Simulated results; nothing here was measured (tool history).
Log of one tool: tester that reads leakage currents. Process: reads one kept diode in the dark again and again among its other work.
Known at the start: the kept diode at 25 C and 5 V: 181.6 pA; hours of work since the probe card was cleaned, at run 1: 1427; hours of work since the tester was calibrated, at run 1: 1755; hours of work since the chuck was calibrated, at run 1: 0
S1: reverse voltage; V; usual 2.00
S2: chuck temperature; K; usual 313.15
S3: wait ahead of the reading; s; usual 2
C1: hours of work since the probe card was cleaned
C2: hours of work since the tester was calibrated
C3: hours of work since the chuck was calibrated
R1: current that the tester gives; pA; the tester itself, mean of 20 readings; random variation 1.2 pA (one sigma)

run	day	S1	S2	S3	C1	C2	C3	R1
1	0.000	2.00	313.15	2	1427	1755	0	408.62
2	7.712	2.00	313.15	2	1535	1863	108	407.15
3	15.546	2.00	313.15	2	1645	1972	217	408.00
4	20.838	2.00	313.15	2	1718	2046	291	407.79
5	29.308	2.00	313.15	2	1837	2164	410	408.10
6	35.996	2.00	313.15	2	1930	2258	503	409.68
7	46.279	2.00	298.15	2	2074	2402	647	133.05
8	54.088	2.00	303.15	2	2183	2511	756	196.00
9	64.171	2.00	313.15	2	2324	2652	897	407.19
10	71.238	2.00	313.15	2	2423	2750	995	405.80
11	78.938	2.00	312.15	2	2530	2858	1103	380.60
# day 83.567: probe card cleaned and baked
12	88.592	2.00	313.15	2	70	2991	1236	406.43
13	94.821	2.00	313.15	2	157	3078	1323	406.82
14	100.596	2.00	302.15	2	238	3159	1404	182.13
15	106.642	2.00	302.15	2	322	3243	1488	181.96
16	114.650	2.00	302.15	2	434	3355	1600	182.34
17	122.817	12.79	302.15	2	548	3469	1714	344.58
18	128.483	2.00	313.15	2	628	3548	1794	407.04

The next listed run, before its measurement:
19	137.100	2.00	313.15	2	748	3669	1914	?

{"run 19": {"R1": 409.09}}
Without the tool's hidden state the same run would have given R1 408.84 pA.
